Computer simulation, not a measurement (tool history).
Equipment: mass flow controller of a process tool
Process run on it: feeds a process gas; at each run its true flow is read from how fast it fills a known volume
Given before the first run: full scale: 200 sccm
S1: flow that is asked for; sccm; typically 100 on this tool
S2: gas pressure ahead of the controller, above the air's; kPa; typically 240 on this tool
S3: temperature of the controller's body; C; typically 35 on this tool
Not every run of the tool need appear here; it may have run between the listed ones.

Run 1, hour 0.0: usual settings. Result: true flow (%) 99.44.
Run 2, hour 291.4: usual settings. Result: true flow (%) 99.40.
Run 3, hour 549.5: usual settings. Result: true flow (%) 99.31.
Run 4, hour 896.6: usual settings but S3 27 C. Result: true flow (%) 98.96.
Run 5, hour 1196.4: usual settings. Result: true flow (%) 99.19.
Run 6, hour 1506.7: usual settings but S2 182 kPa. Result: true flow (%) 98.74.
Run 7, hour 1694.3: usual settings but S2 182 kPa. Result: true flow (%) 98.76.
Run 8, hour 1869.2: usual settings but S2 182 kPa. Result: true flow (%) 98.77.
Run 9, hour 2062.1: usual settings but S2 182 kPa. Result: true flow (%) 98.72.
Run 10, hour 2335.1: usual settings but S2 182 kPa. Result: true flow (%) 98.63.
Run 11, hour 2663.7: usual settings. Result: true flow (%) 98.96.
Run 12, hour 2832.7: usual settings but S3 38 C. Result: true flow (%) 99.09.
At hour 2918.6: controller's zero set anew.
Run 13, hour 3108.5: usual settings but S3 38 C. Result: true flow (%) 101.10.
Run 14, hour 3341.5: usual settings but S3 38 C. Result: true flow (%) 101.05.
Run 15, hour 3615.6: usual settings. Result: true flow (%) 100.86.
Run 16, hour 3972.7: usual settings but S2 201 kPa. Result: true flow (%) 100.50.
Run 17, hour 4264.4: usual settings but S2 235 kPa. Result: true flow (%) 100.78.
Run 18, hour 4587.5: usual settings but S2 168 kPa. Result: true flow (%) 100.17.
Run 19, hour 4849.1: usual settings but S2 168 kPa. Result: true flow (%) 100.10.
Run 20, hour 5120.7: usual settings but S2 168 kPa. Result: true flow (%) 100.06.
Run 21, hour 5376.1: usual settings but S2 168 kPa. Result: true flow (%) 99.96.
Run 22, hour 5678.4: usual settings. Result: true flow (%) 100.47.
Run 23, hour 5873.3: usual settings. Result: true flow (%) 100.40.
Run 24, hour 6107.4: usual settings. Result: true flow (%) 100.41.
Run 25, hour 6386.5: usual settings but S1 139 sccm. Result: true flow (%) 101.10.
Run 26, hour 6762.3: usual settings but S1 139 sccm. Result: true flow (%) 101.04.
Run 27, hour 6936.1: usual settings but S1 53 sccm, S2 170 kPa, S3 24 C. Result: true flow (%) 97.46.
Run 28, hour 7287.9: usual settings but S1 53 sccm, S2 170 kPa, S3 24 C. Result: true flow (%) 97.45.
Run 29, hour 7652.6: usual settings but S1 53 sccm, S2 170 kPa, S3 24 C. Result: true flow (%) 97.26.
Run 30, hour 7983.1: usual settings but S1 75 sccm, S2 222 kPa, S3 21 C. Result: true flow (%) 98.56.
Run 31, hour 8213.2: usual settings but S1 41 sccm, S2 144 kPa, S3 21 C. Result: true flow (%) 95.55.
Run 32, hour 8581.5: usual settings but S3 31 C. Result: true flow (%) 99.83.
At hour 8817.9: controller's zero set anew.
Run 33, hour 8891.7: usual settings but S3 31 C. Result: true flow (%) 101.56.
Run 34, hour 9194.6: usual settings but S3 31 C. Result: true flow (%) 101.56.
Run 35, hour 9471.4: usual settings but S1 45 sccm, S2 213 kPa, S3 32 C. Result: true flow (%) 100.56.
Run 36, hour 9677.9: usual settings but S1 75 sccm, S2 145 kPa, S3 27 C. Result: true flow (%) 100.25.
Run 37, hour 9875.2: usual settings but S1 75 sccm, S2 145 kPa, S3 27 C. Result: true flow (%) 100.11.
Run 38, hour 10071.2: usual settings but S1 75 sccm, S2 145 kPa, S3 40 C. Result: true flow (%) 100.82.
Run 39, hour 10396.7: usual settings but S1 75 sccm, S2 145 kPa, S3 23 C. Result: true flow (%) 99.84.
Run 40, hour 10603.2: usual settings but S1 75 sccm, S2 145 kPa, S3 23 C. Result: true flow (%) 99.86.
Run 41, hour 10769.2: usual settings but S2 202 kPa, S3 28 C. Result: true flow (%) 100.97.
Run 42, hour 11016.2: usual settings but S1 47 sccm, S2 166 kPa, S3 32 C. Result: true flow (%) 99.52.
Run 43, hour 11352.0: usual settings but S1 27 sccm, S2 245 kPa, S3 27 C. Result: true flow (%) 98.04.
Run 44, hour 11571.7: usual settings but S1 182 sccm, S2 207 kPa. Result: true flow (%) 102.49.
Run 45, hour 11754.7: usual settings but S1 182 sccm, S2 178 kPa, S3 31 C. Result: true flow (%) 101.98.
Run 46, hour 12025.5: usual settings but S3 29 C. Result: true flow (%) 101.04.
Run 47, hour 12278.9: usual settings but S1 53 sccm, S3 39 C. Result: true flow (%) 100.01.
Run 48, hour 12518.6: usual settings but S1 121 sccm, S3 21 C. Result: true flow (%) 100.99.
Run 49, hour 12853.3: usual settings but S2 202 kPa, S3 37 C. Result: true flow (%) 101.01.

Alternative continuations, all from the tool just after run 49; predict every row:
Run A, hour 13043.9: usual settings but S2 201 kPa, S3 28 C. Result: true flow (%) ?.
Run B, hour 13043.9: usual settings but S1 135 sccm, S2 202 kPa, S3 39 C. Result: true flow (%) ?.
Run C, hour 13043.9: usual settings but S3 24 C. Result: true flow (%) ?.

run  true flow (%)
  A         100.58
  B         101.85
  C         100.69
With no hidden state in the tool, these same runs would have given:
run  true flow (%)
  A          99.29
  B         100.19
  C          99.41

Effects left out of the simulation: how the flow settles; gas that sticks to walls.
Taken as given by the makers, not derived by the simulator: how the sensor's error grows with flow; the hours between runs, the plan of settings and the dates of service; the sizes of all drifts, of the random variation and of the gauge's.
